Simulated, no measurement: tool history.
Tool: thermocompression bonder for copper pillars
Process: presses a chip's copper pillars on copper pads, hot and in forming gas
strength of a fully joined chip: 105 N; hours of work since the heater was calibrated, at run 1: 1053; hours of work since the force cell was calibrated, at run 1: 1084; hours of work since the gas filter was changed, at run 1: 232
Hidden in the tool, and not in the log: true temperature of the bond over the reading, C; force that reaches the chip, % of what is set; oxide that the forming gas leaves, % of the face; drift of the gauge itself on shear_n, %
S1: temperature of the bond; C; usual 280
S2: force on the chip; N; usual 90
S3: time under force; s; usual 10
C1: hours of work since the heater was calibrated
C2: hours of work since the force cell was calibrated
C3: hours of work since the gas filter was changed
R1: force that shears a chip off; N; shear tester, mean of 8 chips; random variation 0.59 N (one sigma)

run   hour   S1   S2  S3    C1    C2   C3    R1
  1    0.0  280   90  10  1053  1084  232  71.0
  2   38.3  280   90   6  1071  1103  250  60.6
  3   98.8  280   90  10  1101  1132  279  71.0
  4  133.5  280   90  10  1117  1149  296  70.5
     182.7  -- forming gas filter changed
  5  185.0  280   90  10  1142  1174    1  71.2
  6  216.2  280   90  10  1157  1189   16  70.3
  7  270.4  280   90  10  1184  1215   43  71.7
     275.1  -- force cell calibrated
  8  301.2  288   90  10  1198    13   57  75.7
  9  340.2  280  102  10  1217    32   76  77.9
     375.2  -- heater calibrated with a thermocouple chip
 10  397.5  289   75   8    11    58  102  63.3
 11  442.2  309  105  17    33    80  124  99.2
 12  506.8  274  118   5    64   111  155  66.2
 13  563.4  274  118   5    91   139  183  67.2
 14  609.6  289  131  18   114   161  205  99.4
 15  637.1  289  131   7   127   174  219  87.6
 16  667.5  289  131   7   142   189  233  87.6
 17  724.2  282   90   6   169   217  261  62.4
 18  775.2  282   90   6   194   241  285  62.5

4 ways to go on from here, each from the tool as it stands after run 18. What would each give?
  A  810.3  259  131  15  211  258  302   ?
  B  810.3  280   87  13  211  258  302   ?
  C  810.3  304   54  10  211  258  302   ?
  D  810.3  282  127   6  211  258  302   ?

run    R1
  A  83.8
  B  74.6
  C  60.8
  D  80.3
Without the tool's hidden state the same runs would have given:
run    R1
  A  84.0
  B  74.7
  C  60.9
  D  80.5
